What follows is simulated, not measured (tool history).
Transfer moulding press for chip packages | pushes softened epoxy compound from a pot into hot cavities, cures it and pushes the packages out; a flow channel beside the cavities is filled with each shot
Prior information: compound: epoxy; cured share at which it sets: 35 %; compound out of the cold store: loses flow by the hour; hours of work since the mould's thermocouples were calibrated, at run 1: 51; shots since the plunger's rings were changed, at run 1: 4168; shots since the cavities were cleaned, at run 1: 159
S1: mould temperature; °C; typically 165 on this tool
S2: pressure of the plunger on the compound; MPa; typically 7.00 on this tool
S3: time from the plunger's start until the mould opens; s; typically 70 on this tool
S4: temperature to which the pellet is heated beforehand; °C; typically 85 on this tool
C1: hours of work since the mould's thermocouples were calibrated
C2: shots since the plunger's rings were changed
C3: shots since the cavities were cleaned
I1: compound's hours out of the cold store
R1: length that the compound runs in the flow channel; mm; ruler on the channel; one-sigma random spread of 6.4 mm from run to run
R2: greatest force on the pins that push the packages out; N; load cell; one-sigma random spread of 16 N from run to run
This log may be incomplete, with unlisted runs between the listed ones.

run 1 hour=0.0 | S1=165 S2=7.00 S3=70 S4=85 | C1=51 C2=4168 C3=159 | I1=16.6 | R1=726 R2=1109
run 2 hour=10.9 | S1=165 S2=7.00 S3=70 S4=85 | C1=56 C2=4271 C3=262 | I1=31.9 | R1=680 R2=1205
run 3 hour=21.3 | S1=165 S2=7.00 S3=70 S4=85 | C1=60 C2=4369 C3=360 | I1=24.6 | R1=701 R2=1321
run 4 hour=30.9 | S1=165 S2=7.00 S3=70 S4=85 | C1=64 C2=4459 C3=450 | I1=10.5 | R1=727 R2=1400
run 5 hour=36.2 | S1=163 S2=7.00 S3=70 S4=85 | C1=66 C2=4510 C3=501 | I1=27.9 | R1=693 R2=1626
-- hour=40.1 cavities cleaned with cleaning compound and waxed
run 6 hour=42.7 | S1=163 S2=7.00 S3=70 S4=85 | C1=68 C2=4557 C3=25 | I1=46.5 | R1=663 R2=960
run 7 hour=48.2 | S1=163 S2=7.00 S3=70 S4=85 | C1=71 C2=4609 C3=77 | I1=19.3 | R1=721 R2=1145
run 8 hour=55.9 | S1=163 S2=7.00 S3=70 S4=85 | C1=74 C2=4682 C3=150 | I1=17.3 | R1=709 R2=1322
run 9 hour=60.9 | S1=163 S2=7.00 S3=70 S4=85 | C1=76 C2=4728 C3=196 | I1=19.8 | R1=710 R2=1447
run 10 hour=68.2 | S1=165 S2=7.00 S3=70 S4=85 | C1=79 C2=4798 C3=266 | I1=17.1 | R1=717 R2=1278
run 11 hour=75.5 | S1=165 S2=7.00 S3=61 S4=85 | C1=82 C2=4866 C3=334 | I1=38.8 | R1=659 R2=1735
run 12 hour=82.6 | S1=165 S2=7.00 S3=61 S4=85 | C1=85 C2=4933 C3=401 | I1=30.2 | R1=677 R2=1886
-- hour=85.4 mould's thermocouples calibrated
run 13 hour=91.5 | S1=165 S2=8.15 S3=70 S4=85 | C1=3 C2=4999 C3=467 | I1=24.8 | R1=748 R2=1387
-- hour=99.1 cavities cleaned with cleaning compound and waxed
run 14 hour=102.6 | S1=165 S2=7.46 S3=70 S4=85 | C1=7 C2=5089 C3=33 | I1=23.7 | R1=710 R2=855
run 15 hour=112.4 | S1=165 S2=7.00 S3=70 S4=86 | C1=11 C2=5182 C3=126 | I1=29.9 | R1=678 R2=1048
run 16 hour=117.3 | S1=160 S2=7.00 S3=70 S4=86 | C1=13 C2=5228 C3=172 | I1=44.0 | R1=656 R2=1585
run 17 hour=127.2 | S1=160 S2=7.33 S3=67 S4=86 | C1=17 C2=5321 C3=265 | I1=37.1 | R1=678 R2=1904
run 18 hour=135.3 | S1=160 S2=7.33 S3=67 S4=86 | C1=20 C2=5398 C3=342 | I1=23.4 | R1=735 R2=2095
run 19 hour=142.7 | S1=169 S2=6.52 S3=60 S4=81 | C1=23 C2=5468 C3=412 | I1=16.1 | R1=672 R2=1497
-- hour=145.7 mould's thermocouples calibrated, once more
run 20 hour=152.6 | S1=165 S2=8.57 S3=97 S4=85 | C1=3 C2=5542 C3=486 | I1=40.0 | R1=719 R2=821
-- hour=158.1 cavities cleaned with cleaning compound and waxed
run 21 hour=160.7 | S1=165 S2=7.00 S3=70 S4=81 | C1=6 C2=5605 C3=25 | I1=24.4 | R1=680 R2=879
run 22 hour=171.5 | S1=160 S2=5.74 S3=64 S4=86 | C1=10 C2=5707 C3=127 | I1=47.7 | R1=590 R2=1834
run 23 hour=182.9 | S1=170 S2=5.74 S3=95 S4=92 | C1=15 C2=5814 C3=234 | I1=41.7 | R1=554 R2=656
run 24 hour=191.6 | S1=166 S2=7.00 S3=57 S4=86 | C1=19 C2=5896 C3=316 | I1=29.0 | R1=665 R2=2000
run 25 hour=199.5 | S1=172 S2=7.00 S3=91 S4=85 | C1=22 C2=5971 C3=391 | I1=42.3 | R1=608 R2=736
run 26 hour=204.9 | S1=172 S2=5.71 S3=81 S4=77 | C1=24 C2=6023 C3=443 | I1=9.6 | R1=619 R2=824
run 27 hour=211.8 | S1=172 S2=8.48 S3=81 S4=91 | C1=27 C2=6087 C3=507 | I1=31.7 | R1=704 R2=821
-- hour=215.3 cavities cleaned with cleaning compound and waxed
run 28 hour=224.3 | S1=172 S2=8.48 S3=81 S4=81 | C1=32 C2=6191 C3=85 | I1=9.7 | R1=750 R2=549

Below are 4 alternative next runs, each starting from the tool's condition after run 28. Predict each:
run A hour=229.8 | S1=165 S2=7.00 S3=60 S4=75 | C1=34 C2=6243 C3=137 | I1=27.6 | R1=? R2=?
run B hour=229.8 | S1=165 S2=8.48 S3=88 S4=78 | C1=34 C2=6243 C3=137 | I1=35.5 | R1=? R2=?
run C hour=229.8 | S1=172 S2=7.06 S3=103 S4=88 | C1=34 C2=6243 C3=137 | I1=25.8 | R1=? R2=?
run D hour=229.8 | S1=165 S2=7.00 S3=57 S4=85 | C1=34 C2=6243 C3=137 | I1=29.4 | R1=? R2=?

run=A R1=668 R2=1638
run=B R1=708 R2=695
run=C R1=643 R2=586
run=D R1=669 R2=1744
Take away the tool's hidden state, keep each run's random variation, and the runs would have read:
run=A R1=762 R2=1220
run=B R1=808 R2=516
run=C R1=733 R2=436
run=D R1=761 R2=1299
